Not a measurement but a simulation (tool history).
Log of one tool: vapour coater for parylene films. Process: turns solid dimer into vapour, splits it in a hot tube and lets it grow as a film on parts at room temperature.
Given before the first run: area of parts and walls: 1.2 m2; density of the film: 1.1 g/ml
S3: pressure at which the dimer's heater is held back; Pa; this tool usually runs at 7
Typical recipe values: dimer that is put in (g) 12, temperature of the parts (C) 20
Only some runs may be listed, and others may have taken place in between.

{"run": 1, "day": 0.0, "dimer that is put in (g)": 12, "temperature of the parts (C)": 20, "S3": 7, "thickness of the film (um)": 4.13}
{"run": 2, "day": 0.725, "dimer that is put in (g)": 12, "temperature of the parts (C)": 20, "S3": 2.41, "thickness of the film (um)": 4.5}
{"run": 3, "day": 1.958, "dimer that is put in (g)": 12, "temperature of the parts (C)": 20, "S3": 6.14, "thickness of the film (um)": 4.19}
{"run": 4, "day": 2.892, "dimer that is put in (g)": 12, "temperature of the parts (C)": 20, "S3": 7, "thickness of the film (um)": 4.1}
{"run": 5, "day": 4.092, "dimer that is put in (g)": 12, "temperature of the parts (C)": 23, "S3": 7, "thickness of the film (um)": 3.86}
{"run": 6, "day": 5.0, "dimer that is put in (g)": 12, "temperature of the parts (C)": 23, "S3": 7, "thickness of the film (um)": 3.86}
{"run": 7, "day": 6.029, "dimer that is put in (g)": 8, "temperature of the parts (C)": 20, "S3": 7, "thickness of the film (um)": 2.69}
{"run": 8, "day": 6.971, "dimer that is put in (g)": 8, "temperature of the parts (C)": 20, "S3": 7, "thickness of the film (um)": 2.68}
{"run": 9, "day": 7.717, "dimer that is put in (g)": 12, "temperature of the parts (C)": 20, "S3": 7, "thickness of the film (um)": 4.04}

Run 10 has not been measured yet. What should we expect?
{"run": 10, "day": 9.35, "dimer that is put in (g)": 12, "temperature of the parts (C)": 20, "S3": 7, "thickness of the film (um)": "?"}

Run 10 yielded thickness of the film (um) 4.03.
If the tool had no hidden condition, the same run with the same run-to-run variation would have returned thickness of the film (um) 4.42.
